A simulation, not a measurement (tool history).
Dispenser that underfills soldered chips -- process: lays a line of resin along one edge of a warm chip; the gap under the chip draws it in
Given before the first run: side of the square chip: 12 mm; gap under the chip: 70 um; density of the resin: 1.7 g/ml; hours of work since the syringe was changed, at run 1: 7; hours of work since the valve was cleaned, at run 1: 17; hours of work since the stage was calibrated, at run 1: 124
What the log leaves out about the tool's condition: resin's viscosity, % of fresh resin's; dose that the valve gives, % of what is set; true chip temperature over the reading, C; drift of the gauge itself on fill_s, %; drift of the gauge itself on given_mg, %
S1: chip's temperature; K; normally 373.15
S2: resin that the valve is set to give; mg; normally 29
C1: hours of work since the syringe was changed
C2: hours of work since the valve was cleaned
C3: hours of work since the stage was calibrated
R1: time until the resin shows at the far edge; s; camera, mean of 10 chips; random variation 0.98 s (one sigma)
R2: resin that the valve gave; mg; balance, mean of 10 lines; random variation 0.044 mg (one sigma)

Run 1, hour 0: usual settings; C1 7; C2 17; C3 124. Result: R1 115.7 s, R2 28.7 mg.
At hour 1.4: new syringe of resin.
Run 2, hour 6.6: usual settings; C1 3; C2 21; C3 128. Result: R1 105 s, R2 28.65 mg.
At hour 13: new syringe of resin.
Run 3, hour 13.3: usual settings; C1 0; C2 25; C3 132. Result: R1 91.9 s, R2 28.65 mg.
Run 4, hour 18.5: usual settings; C1 4; C2 29; C3 136. Result: R1 103.3 s, R2 28.58 mg.
Run 5, hour 22.1: usual settings but S2 25.6 mg; C1 6; C2 31; C3 138. Result: R1 116.4 s, R2 25.16 mg.
At hour 24.3: new syringe of resin.
Run 6, hour 25.5: usual settings but S2 25.6 mg; C1 1; C2 33; C3 140. Result: R1 96.4 s, R2 25.08 mg.
Run 7, hour 32.7: usual settings; C1 5; C2 38; C3 145. Result: R1 115.1 s, R2 28.39 mg.
At hour 35.5: new syringe of resin.
Run 8, hour 38.1: usual settings; C1 2; C2 41; C3 148. Result: R1 97.8 s, R2 28.33 mg.
Run 9, hour 45.1: usual settings; C1 6; C2 46; C3 153. Result: R1 117.8 s, R2 28.32 mg.
At hour 46.7: new syringe of resin.
Run 10, hour 52.2: usual settings; C1 4; C2 50; C3 157. Result: R1 104.6 s, R2 28.12 mg.
At hour 57.8: new syringe of resin.
Run 11, hour 58.7: usual settings; C1 1; C2 54; C3 161. Result: R1 93.5 s, R2 28.07 mg.
At hour 65.1: dispensing valve cleaned and set on the balance.
Run 12, hour 65.6: usual settings; C1 4; C2 0; C3 165. Result: R1 106.1 s, R2 28.98 mg.
At hour 70.2: new syringe of resin.
Run 13, hour 70.2: usual settings; C1 0; C2 3; C3 168. Result: R1 91.8 s, R2 28.84 mg.
Run 14, hour 73.5: usual settings but S2 30.9 mg; C1 2; C2 5; C3 170. Result: R1 100.8 s, R2 30.79 mg.
Run 15, hour 80.2: usual settings but S2 35.8 mg; C1 7; C2 10; C3 174. Result: R1 121.1 s, R2 35.65 mg.
At hour 81.5: new syringe of resin.
Run 16, hour 86.4: usual settings but S2 35.8 mg; C1 3; C2 13; C3 178. Result: R1 102.6 s, R2 35.58 mg.
Run 17, hour 90.8: usual settings; C1 6; C2 16; C3 181. Result: R1 115.3 s, R2 28.74 mg.
At hour 92.8: new syringe of resin.
Run 18, hour 96.2: usual settings but S1 367.15 K; C1 2; C2 20; C3 184. Result: R1 116.7 s, R2 28.76 mg.
Run 19, hour 102.5: usual settings but S1 372.15 K, S2 30.2 mg; C1 6; C2 24; C3 188. Result: R1 121.4 s, R2 29.77 mg.
At hour 104: new syringe of resin.
Run 20, hour 107.5: usual settings but S1 367.15 K, S2 30 mg; C1 2; C2 27; C3 191. Result: R1 118.5 s, R2 29.6 mg.

For run 21, what comes out?
Run 21, hour 114.2: usual settings but S2 25.7 mg; C1 7; C2 31; C3 196. Result: R1 ?, R2 ?.

R1: 120.2 s
R2: 25.25 mg
On a tool with no hidden condition, and with the same random variation, this run would have come out at R1 94.1 s, R2 25.71 mg.
